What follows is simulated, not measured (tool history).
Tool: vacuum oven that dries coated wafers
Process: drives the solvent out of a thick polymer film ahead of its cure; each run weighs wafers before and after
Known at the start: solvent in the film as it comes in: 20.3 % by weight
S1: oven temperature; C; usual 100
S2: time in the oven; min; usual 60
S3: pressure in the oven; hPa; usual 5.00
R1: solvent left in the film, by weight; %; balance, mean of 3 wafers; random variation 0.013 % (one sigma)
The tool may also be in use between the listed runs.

{"run": 1, "hour": 0.0, "S1": 100, "S2": 60, "S3": 5.0, "R1": 1.41}
{"run": 2, "hour": 49.1, "S1": 100, "S2": 35, "S3": 5.0, "R1": 3.54}
{"run": 3, "hour": 87.8, "S1": 99, "S2": 60, "S3": 5.0, "R1": 1.51}
{"run": 4, "hour": 111.7, "S1": 99, "S2": 60, "S3": 5.0, "R1": 1.53}
{"run": 5, "hour": 165.1, "S1": 99, "S2": 60, "S3": 5.0, "R1": 1.51}
{"run": 6, "hour": 210.3, "S1": 100, "S2": 44, "S3": 5.0, "R1": 2.45}
{"run": 7, "hour": 262.6, "S1": 100, "S2": 44, "S3": 5.0, "R1": 2.43}
{"run": 8, "hour": 288.2, "S1": 100, "S2": 36, "S3": 5.0, "R1": 3.32}
{"run": 9, "hour": 312.7, "S1": 100, "S2": 36, "S3": 5.0, "R1": 3.32}
{"run": 10, "hour": 365.7, "S1": 100, "S2": 36, "S3": 5.0, "R1": 3.32}
{"run": 11, "hour": 412.1, "S1": 100, "S2": 36, "S3": 5.0, "R1": 3.34}
{"run": 12, "hour": 457.8, "S1": 100, "S2": 36, "S3": 11.87, "R1": 3.61}
{"run": 13, "hour": 490.1, "S1": 101, "S2": 60, "S3": 5.0, "R1": 1.24}
{"run": 14, "hour": 526.6, "S1": 101, "S2": 60, "S3": 5.0, "R1": 1.25}
{"run": 15, "hour": 569.7, "S1": 101, "S2": 31, "S3": 6.91, "R1": 3.89}
{"run": 16, "hour": 595.0, "S1": 111, "S2": 31, "S3": 6.36, "R1": 1.96}
{"run": 17, "hour": 625.9, "S1": 99, "S2": 31, "S3": 6.36, "R1": 4.35}

Run 18 comes next. What will it give?
{"run": 18, "hour": 678.0, "S1": 99, "S2": 31, "S3": 6.36, "R1": "?"}

{"run 18": {"R1": 4.36}}
Without the tool's hidden state the same run would have given R1 4.23 %.

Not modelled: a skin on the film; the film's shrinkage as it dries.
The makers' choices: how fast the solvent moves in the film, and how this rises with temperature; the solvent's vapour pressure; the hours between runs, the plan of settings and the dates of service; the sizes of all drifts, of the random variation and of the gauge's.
